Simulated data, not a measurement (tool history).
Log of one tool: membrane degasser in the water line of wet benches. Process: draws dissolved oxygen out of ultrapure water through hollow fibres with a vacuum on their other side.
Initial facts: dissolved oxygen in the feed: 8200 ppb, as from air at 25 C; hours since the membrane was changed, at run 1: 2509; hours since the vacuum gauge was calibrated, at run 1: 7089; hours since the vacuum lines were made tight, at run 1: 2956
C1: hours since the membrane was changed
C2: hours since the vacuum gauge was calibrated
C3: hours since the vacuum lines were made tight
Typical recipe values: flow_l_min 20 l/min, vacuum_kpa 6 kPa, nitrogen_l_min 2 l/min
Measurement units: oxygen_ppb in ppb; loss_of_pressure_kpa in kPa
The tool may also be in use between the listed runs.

Run 1, hour 0: usual settings; C1 2509; C2 7089; C3 2956. Result: oxygen_ppb 346.1 ppb, loss_of_pressure_kpa 27.33 kPa.
Run 2, hour 64: usual settings; C1 2573; C2 7153; C3 3020. Result: oxygen_ppb 344.7 ppb, loss_of_pressure_kpa 27.67 kPa.
Run 3, hour 119.2: usual settings; C1 2629; C2 7208; C3 3075. Result: oxygen_ppb 349.9 ppb, loss_of_pressure_kpa 27.86 kPa.
Run 4, hour 168.1: usual settings; C1 2677; C2 7257; C3 3124. Result: oxygen_ppb 347.6 ppb, loss_of_pressure_kpa 27.82 kPa.
Run 5, hour 202.2: usual settings; C1 2712; C2 7291; C3 3158. Result: oxygen_ppb 349.7 ppb, loss_of_pressure_kpa 27.6 kPa.
Run 6, hour 245.6: usual settings but vacuum_kpa 11.56 kPa; C1 2755; C2 7335; C3 3202. Result: oxygen_ppb 468.3 ppb, loss_of_pressure_kpa 27.94 kPa.
Run 7, hour 290.6: usual settings but vacuum_kpa 5.85 kPa; C1 2800; C2 7380; C3 3247. Result: oxygen_ppb 346.4 ppb, loss_of_pressure_kpa 27.36 kPa.
Run 8, hour 342.8: usual settings; C1 2852; C2 7432; C3 3299. Result: oxygen_ppb 353.2 ppb, loss_of_pressure_kpa 27.58 kPa.
Run 9, hour 406.5: usual settings but vacuum_kpa 6.88 kPa; C1 2916; C2 7496; C3 3363. Result: oxygen_ppb 373.8 ppb, loss_of_pressure_kpa 27.92 kPa.
At hour 414.7: vacuum gauge calibrated.
Run 10, hour 482.5: usual settings but vacuum_kpa 6.88 kPa; C1 2991; C2 68; C3 3438. Result: oxygen_ppb 366.3 ppb, loss_of_pressure_kpa 27.68 kPa.
Run 11, hour 553.9: usual settings but vacuum_kpa 6.88 kPa; C1 3063; C2 139; C3 3510. Result: oxygen_ppb 378.4 ppb, loss_of_pressure_kpa 28.05 kPa.
Run 12, hour 625.7: usual settings but vacuum_kpa 6.88 kPa; C1 3135; C2 211; C3 3581. Result: oxygen_ppb 371.1 ppb, loss_of_pressure_kpa 27.74 kPa.
Run 13, hour 698.1: usual settings but vacuum_kpa 6.88 kPa; C1 3207; C2 283; C3 3654. Result: oxygen_ppb 377.1 ppb, loss_of_pressure_kpa 28.19 kPa.
Run 14, hour 740.6: usual settings; C1 3249; C2 326; C3 3696. Result: oxygen_ppb 356.2 ppb, loss_of_pressure_kpa 27.72 kPa.
At hour 772.2: vacuum gauge calibrated, once more.
Run 15, hour 781.4: usual settings but nitrogen_l_min 3.82 l/min; C1 3290; C2 9; C3 3736. Result: oxygen_ppb 314.6 ppb, loss_of_pressure_kpa 27.65 kPa.
Run 16, hour 846.2: usual settings; C1 3354; C2 74; C3 3801. Result: oxygen_ppb 346.7 ppb, loss_of_pressure_kpa 27.71 kPa.
Run 17, hour 908.8: usual settings but flow_l_min 15 l/min, nitrogen_l_min 3.63 l/min; C1 3417; C2 137; C3 3864. Result: oxygen_ppb 197 ppb, loss_of_pressure_kpa 20.8 kPa.
Run 18, hour 977.1: usual settings but flow_l_min 13 l/min, nitrogen_l_min 1.01 l/min; C1 3485; C2 205; C3 3932. Result: oxygen_ppb 209.3 ppb, loss_of_pressure_kpa 18.05 kPa.
At hour 986: seals of the vacuum lines changed.
Run 19, hour 1024.8: usual settings but flow_l_min 27 l/min, vacuum_kpa 6.77 kPa, nitrogen_l_min 1.01 l/min; C1 3531; C2 251; C3 39. Result: oxygen_ppb 614.2 ppb, loss_of_pressure_kpa 37.76 kPa.
Run 20, hour 1089.3: usual settings but flow_l_min 28 l/min, vacuum_kpa 7.96 kPa; C1 3596; C2 315; C3 103. Result: oxygen_ppb 600.3 ppb, loss_of_pressure_kpa 39.6 kPa.
Run 21, hour 1166.3: usual settings but flow_l_min 28 l/min, vacuum_kpa 4.55 kPa, nitrogen_l_min 2.79 l/min; C1 3673; C2 392; C3 180. Result: oxygen_ppb 494.9 ppb, loss_of_pressure_kpa 39.07 kPa.
Run 22, hour 1214.7: usual settings but flow_l_min 28 l/min, vacuum_kpa 7.73 kPa, nitrogen_l_min 5.73 l/min; C1 3721; C2 440; C3 229. Result: oxygen_ppb 517.1 ppb, loss_of_pressure_kpa 38.87 kPa.
Run 23, hour 1254.7: usual settings but flow_l_min 28 l/min, vacuum_kpa 9.41 kPa, nitrogen_l_min 3.17 l/min; C1 3761; C2 480; C3 269. Result: oxygen_ppb 575.3 ppb, loss_of_pressure_kpa 39.33 kPa.
Run 24, hour 1335.1: usual settings but flow_l_min 19 l/min, vacuum_kpa 9.41 kPa, nitrogen_l_min 4.19 l/min; C1 3841; C2 561; C3 349. Result: oxygen_ppb 327.1 ppb, loss_of_pressure_kpa 26.63 kPa.
Run 25, hour 1398.8: usual settings but flow_l_min 19 l/min, vacuum_kpa 9.41 kPa, nitrogen_l_min 4.19 l/min; C1 3905; C2 625; C3 413. Result: oxygen_ppb 329.9 ppb, loss_of_pressure_kpa 26.55 kPa.
Run 26, hour 1454.4: usual settings but vacuum_kpa 13.14 kPa, nitrogen_l_min 2.63 l/min; C1 3961; C2 680; C3 468. Result: oxygen_ppb 451.9 ppb, loss_of_pressure_kpa 28.1 kPa.
Run 27, hour 1506.6: usual settings but nitrogen_l_min 0.98 l/min; C1 4013; C2 732; C3 521. Result: oxygen_ppb 413.2 ppb, loss_of_pressure_kpa 27.84 kPa.
Run 28, hour 1588: usual settings but nitrogen_l_min 1.41 l/min; C1 4094; C2 814; C3 602. Result: oxygen_ppb 372.3 ppb, loss_of_pressure_kpa 28.24 kPa.
Run 29, hour 1626.7: usual settings but nitrogen_l_min 1.41 l/min; C1 4133; C2 853; C3 641. Result: oxygen_ppb 377.5 ppb, loss_of_pressure_kpa 28.27 kPa.
Run 30, hour 1682.2: usual settings but vacuum_kpa 6.26 kPa, nitrogen_l_min 2.8 l/min; C1 4188; C2 908; C3 696. Result: oxygen_ppb 339.2 ppb, loss_of_pressure_kpa 28.08 kPa.
Run 31, hour 1732.8: usual settings but flow_l_min 28 l/min, vacuum_kpa 4.02 kPa, nitrogen_l_min 2.62 l/min; C1 4239; C2 959; C3 747. Result: oxygen_ppb 495.1 ppb, loss_of_pressure_kpa 39.41 kPa.

Run 32, settings as shown, results not yet in. Your forecast:
Run 32, hour 1785.8: usual settings but flow_l_min 16 l/min, vacuum_kpa 7.23 kPa, nitrogen_l_min 2.62 l/min; C1 4292; C2 1012; C3 800. Result: oxygen_ppb ?, loss_of_pressure_kpa ?.

oxygen_ppb: 256.6 ppb
loss_of_pressure_kpa: 22.74 kPa
Had the tool carried no hidden state, the very same run would have given oxygen_ppb 226.7 ppb, loss_of_pressure_kpa 21.81 kPa.

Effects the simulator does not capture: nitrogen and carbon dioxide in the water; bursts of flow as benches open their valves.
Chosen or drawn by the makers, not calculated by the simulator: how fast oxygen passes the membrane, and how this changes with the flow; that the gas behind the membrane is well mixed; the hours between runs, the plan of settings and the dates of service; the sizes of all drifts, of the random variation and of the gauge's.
